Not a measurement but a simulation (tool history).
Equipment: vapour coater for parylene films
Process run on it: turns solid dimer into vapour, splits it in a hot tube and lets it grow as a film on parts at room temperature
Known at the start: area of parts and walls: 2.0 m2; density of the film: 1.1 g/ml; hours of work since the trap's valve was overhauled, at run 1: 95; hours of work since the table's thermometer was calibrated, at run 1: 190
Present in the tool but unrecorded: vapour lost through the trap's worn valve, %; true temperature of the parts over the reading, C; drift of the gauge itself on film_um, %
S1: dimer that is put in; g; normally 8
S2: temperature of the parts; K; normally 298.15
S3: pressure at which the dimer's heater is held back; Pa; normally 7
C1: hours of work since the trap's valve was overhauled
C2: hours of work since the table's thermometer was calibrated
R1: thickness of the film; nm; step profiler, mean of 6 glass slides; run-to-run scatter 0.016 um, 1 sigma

{"run": 1, "hour": 0.0, "S1": 8, "S2": 298.15, "S3": 7, "C1": 95, "C2": 190, "R1": 2050}
{"run": 2, "hour": 15.0, "S1": 8, "S2": 298.15, "S3": 7, "C1": 103, "C2": 198, "R1": 2050}
{"run": 3, "hour": 22.3, "S1": 8, "S2": 298.15, "S3": 7, "C1": 107, "C2": 202, "R1": 2030}
{"run": 4, "hour": 34.4, "S1": 8, "S2": 296.15, "S3": 7, "C1": 113, "C2": 208, "R1": 2120}
{"run": 5, "hour": 48.7, "S1": 8, "S2": 296.15, "S3": 7, "C1": 120, "C2": 215, "R1": 2090}
{"run": 6, "hour": 62.4, "S1": 8, "S2": 296.15, "S3": 7, "C1": 127, "C2": 223, "R1": 2120}
{"run": 7, "hour": 76.4, "S1": 8, "S2": 296.15, "S3": 7, "C1": 134, "C2": 230, "R1": 2090}
{"run": 8, "hour": 84.3, "S1": 8, "S2": 295.15, "S3": 7, "C1": 138, "C2": 234, "R1": 2150}
{"run": 9, "hour": 99.2, "S1": 8, "S2": 298.15, "S3": 7, "C1": 146, "C2": 241, "R1": 2020}
{"run": 10, "hour": 113.5, "S1": 8, "S2": 298.15, "S3": 7, "C1": 153, "C2": 249, "R1": 2010}
{"run": 11, "hour": 121.5, "S1": 8, "S2": 298.15, "S3": 3.52, "C1": 158, "C2": 253, "R1": 2190}
{"run": 12, "hour": 132.5, "S1": 8, "S2": 305.15, "S3": 7, "C1": 163, "C2": 259, "R1": 1700}
{"run": 13, "hour": 146.9, "S1": 8, "S2": 291.15, "S3": 7, "C1": 171, "C2": 266, "R1": 2370}
{"run": 14, "hour": 155.1, "S1": 8, "S2": 291.15, "S3": 7, "C1": 175, "C2": 270, "R1": 2360}
{"run": 15, "hour": 167.4, "S1": 8, "S2": 298.15, "S3": 7, "C1": 181, "C2": 277, "R1": 1970}
{"run": 16, "hour": 176.5, "S1": 8, "S2": 298.15, "S3": 7, "C1": 186, "C2": 281, "R1": 1980}
{"run": 17, "hour": 191.0, "S1": 8, "S2": 298.15, "S3": 7, "C1": 193, "C2": 289, "R1": 2000}
{"run": 18, "hour": 207.7, "S1": 9, "S2": 298.15, "S3": 7, "C1": 202, "C2": 297, "R1": 2220}
{"run": 19, "hour": 218.8, "S1": 9, "S2": 298.15, "S3": 7, "C1": 208, "C2": 303, "R1": 2210}
{"run": 20, "hour": 235.5, "S1": 9, "S2": 293.15, "S3": 7, "C1": 216, "C2": 312, "R1": 2520}
{"run": 21, "hour": 242.3, "S1": 8, "S2": 298.15, "S3": 7, "C1": 220, "C2": 315, "R1": 1960}
{"run": 22, "hour": 258.6, "S1": 8, "S2": 298.15, "S3": 7, "C1": 228, "C2": 323, "R1": 1940}
{"run": 23, "hour": 270.9, "S1": 8, "S2": 298.15, "S3": 7, "C1": 234, "C2": 330, "R1": 1990}
{"run": 24, "hour": 279.1, "S1": 14, "S2": 296.15, "S3": 7, "C1": 239, "C2": 334, "R1": 3590}
{"run": 25, "hour": 295.8, "S1": 14, "S2": 296.15, "S3": 7, "C1": 247, "C2": 343, "R1": 3580}
{"run": 26, "hour": 303.7, "S1": 12, "S2": 301.15, "S3": 6.54, "C1": 251, "C2": 347, "R1": 2740}
{"run": 27, "hour": 318.9, "S1": 10, "S2": 302.15, "S3": 7.2, "C1": 259, "C2": 354, "R1": 2230}
{"run": 28, "hour": 330.9, "S1": 10, "S2": 302.15, "S3": 7.2, "C1": 265, "C2": 361, "R1": 2170}
{"run": 29, "hour": 342.8, "S1": 6, "S2": 291.15, "S3": 4.89, "C1": 271, "C2": 367, "R1": 1770}
{"run": 30, "hour": 352.9, "S1": 6, "S2": 298.15, "S3": 2.75, "C1": 277, "C2": 372, "R1": 1630}
{"run": 31, "hour": 368.8, "S1": 4, "S2": 307.15, "S3": 7, "C1": 285, "C2": 380, "R1": 810}
{"hour": 377.0, "done": "trap's valve overhauled"}
{"run": 32, "hour": 384.9, "S1": 4, "S2": 298.15, "S3": 7.45, "C1": 4, "C2": 386, "R1": 1030}
{"run": 33, "hour": 398.6, "S1": 10, "S2": 290.15, "S3": 11.62, "C1": 11, "C2": 393, "R1": 2970}
{"run": 34, "hour": 414.2, "S1": 10, "S2": 290.15, "S3": 11.62, "C1": 19, "C2": 401, "R1": 2940}
{"run": 35, "hour": 422.8, "S1": 9, "S2": 291.15, "S3": 11.62, "C1": 24, "C2": 406, "R1": 2620}
{"run": 36, "hour": 435.9, "S1": 7, "S2": 300.15, "S3": 4.38, "C1": 30, "C2": 413, "R1": 1790}
{"run": 37, "hour": 447.9, "S1": 5, "S2": 299.15, "S3": 6.69, "C1": 36, "C2": 419, "R1": 1260}
{"run": 38, "hour": 457.1, "S1": 8, "S2": 299.15, "S3": 7, "C1": 41, "C2": 423, "R1": 1990}
{"run": 39, "hour": 466.9, "S1": 8, "S2": 299.15, "S3": 7, "C1": 46, "C2": 429, "R1": 2020}
{"run": 40, "hour": 476.9, "S1": 8, "S2": 305.15, "S3": 7.56, "C1": 51, "C2": 434, "R1": 1760}
{"run": 41, "hour": 483.6, "S1": 6, "S2": 297.15, "S3": 3.54, "C1": 55, "C2": 437, "R1": 1680}
{"run": 42, "hour": 493.3, "S1": 5, "S2": 297.15, "S3": 3.54, "C1": 60, "C2": 442, "R1": 1430}
{"run": 43, "hour": 500.9, "S1": 10, "S2": 294.15, "S3": 5.77, "C1": 64, "C2": 446, "R1": 2900}
{"run": 44, "hour": 510.4, "S1": 10, "S2": 294.15, "S3": 5.77, "C1": 69, "C2": 451, "R1": 2870}
{"run": 45, "hour": 523.0, "S1": 3, "S2": 303.15, "S3": 8.01, "C1": 75, "C2": 457, "R1": 660}
{"run": 46, "hour": 537.4, "S1": 10, "S2": 301.15, "S3": 2.39, "C1": 82, "C2": 465, "R1": 2660}

Results per run with the tool's hidden condition removed, run-to-run variation unchanged:
run=1 R1=2100
run=2 R1=2110
run=3 R1=2090
run=4 R1=2180
run=5 R1=2160
run=6 R1=2200
run=7 R1=2170
run=8 R1=2230
run=9 R1=2100
run=10 R1=2090
run=11 R1=2280
run=12 R1=1780
run=13 R1=2480
run=14 R1=2470
run=15 R1=2070
run=16 R1=2080
run=17 R1=2110
run=18 R1=2350
run=19 R1=2340
run=20 R1=2680
run=21 R1=2090
run=22 R1=2070
run=23 R1=2120
run=24 R1=3840
run=25 R1=3840
run=26 R1=2940
run=27 R1=2390
run=28 R1=2340
run=29 R1=1910
run=30 R1=1750
run=31 R1=870
run=32 R1=1030
run=33 R1=2990
run=34 R1=2960
run=35 R1=2640
run=36 R1=1800
run=37 R1=1280
run=38 R1=2010
run=39 R1=2050
run=40 R1=1790
run=41 R1=1720
run=42 R1=1460
run=43 R1=2950
run=44 R1=2930
run=45 R1=670
run=46 R1=2730
